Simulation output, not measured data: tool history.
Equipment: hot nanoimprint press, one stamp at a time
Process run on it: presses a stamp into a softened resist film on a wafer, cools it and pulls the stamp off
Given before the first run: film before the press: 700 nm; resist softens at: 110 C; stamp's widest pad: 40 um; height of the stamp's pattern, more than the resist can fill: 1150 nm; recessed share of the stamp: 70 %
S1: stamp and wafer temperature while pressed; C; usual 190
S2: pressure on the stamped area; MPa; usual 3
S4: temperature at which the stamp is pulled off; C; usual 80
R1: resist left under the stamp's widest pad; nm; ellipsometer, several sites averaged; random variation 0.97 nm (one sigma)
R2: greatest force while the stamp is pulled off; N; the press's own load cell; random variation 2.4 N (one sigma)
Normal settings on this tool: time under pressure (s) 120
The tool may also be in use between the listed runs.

Run 1, hour 0: usual settings. Result: R1 253.5 nm, R2 141 N.
At hour 42.7: plate thermocouple calibrated.
Run 2, hour 72.5: usual settings. Result: R1 253.9 nm, R2 140 N.
At hour 83.1: stamp cleaned and given a new release coat.
Run 3, hour 160.9: usual settings. Result: R1 251.3 nm, R2 144 N.
Run 4, hour 218.7: usual settings but S4 77 C. Result: R1 252.9 nm, R2 145 N.
Run 5, hour 265.1: usual settings but S4 77 C. Result: R1 254.4 nm, R2 147 N.
Run 6, hour 309.3: usual settings but time under pressure (s) 128, S4 77 C. Result: R1 247.2 nm, R2 145 N.
Run 7, hour 368.3: usual settings but S1 187 C, S2 3.19 MPa, time under pressure (s) 197, S4 81 C. Result: R1 222.7 nm, R2 139 N.

What will run 8 give?
Run 8, hour 426.1: usual settings but S1 201 C, S2 2.41 MPa, time under pressure (s) 207, S4 79 C. Result: R1 ?, R2 ?.

{"run 8": {"R1": 152.2, "R2": 141}}
Minus the tool's unlogged condition, the same run would have read R1 152.4 nm, R2 140 N.
